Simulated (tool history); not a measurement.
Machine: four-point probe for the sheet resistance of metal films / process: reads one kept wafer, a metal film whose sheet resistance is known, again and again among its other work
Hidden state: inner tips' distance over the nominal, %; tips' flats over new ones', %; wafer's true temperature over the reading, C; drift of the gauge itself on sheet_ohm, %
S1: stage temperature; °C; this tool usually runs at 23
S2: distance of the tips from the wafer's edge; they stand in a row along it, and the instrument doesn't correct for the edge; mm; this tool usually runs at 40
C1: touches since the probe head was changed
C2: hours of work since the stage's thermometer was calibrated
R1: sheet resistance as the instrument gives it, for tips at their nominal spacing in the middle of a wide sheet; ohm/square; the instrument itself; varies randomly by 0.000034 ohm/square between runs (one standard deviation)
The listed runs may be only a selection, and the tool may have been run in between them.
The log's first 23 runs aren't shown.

| run | day | S1 | S2 | C1 | C2 | R1 |
|---|---|---|---|---|---|---|
| 24 | 46.583 | 26 | 59 | 46731 | 270 | 0.167300 |
| 25 | 49.246 | 26 | 59 | 48253 | 321 | 0.167256 |
| 26 | 51.288 | 20 | 59 | 49418 | 360 | 0.166765 |
| 27 | 53.029 | 20 | 59 | 50414 | 393 | 0.166749 |
| 28 | 54.279 | 20 | 59 | 51129 | 417 | 0.166717 |
| 29 | 55.550 | 18 | 40 | 51854 | 441 | 0.166609 |
| 30 | 56.933 | 23 | 19 | 52645 | 468 | 0.167095 |
| 31 | 58.500 | 23 | 9 | 53539 | 498 | 0.167468 |
| 32 | 61.242 | 23 | 9 | 55106 | 551 | 0.167502 |
| 33 | 62.488 | 26 | 69 | 55818 | 575 | 0.167263 |
| 34 | 64.746 | 26 | 69 | 57108 | 618 | 0.167239 |
| 35 | 66.154 | 29 | 15 | 57913 | 645 | 0.167681 |
| 36 | 68.662 | 21 | 41 | 59346 | 693 | 0.166827 |
| 37 | 70.142 | 27 | 10 | 60193 | 721 | 0.167723 |
| 38 | 71.579 | 22 | 4 | 61014 | 749 | 0.169034 |
| 39 | 72.750 | 22 | 4 | 61682 | 771 | 0.169052 |
| 40 | 74.542 | 24 | 48 | 62706 | 806 | 0.167043 |
| 41 | 76.992 | 24 | 48 | 64105 | 853 | 0.167053 |
| 42 | 78.204 | 18 | 10 | 64799 | 876 | 0.166829 |
| 43 | 79.604 | 28 | 5 | 65598 | 903 | 0.168801 |

What will run 44 give?
| 44 | 81.800 | 28 | 5 | 66854 | 945 | ? |

{"run 44": {"R1": 0.168906}}
On a tool with no hidden condition, and with the same random variation, this run would have come out at R1 0.169580 ohm/square.
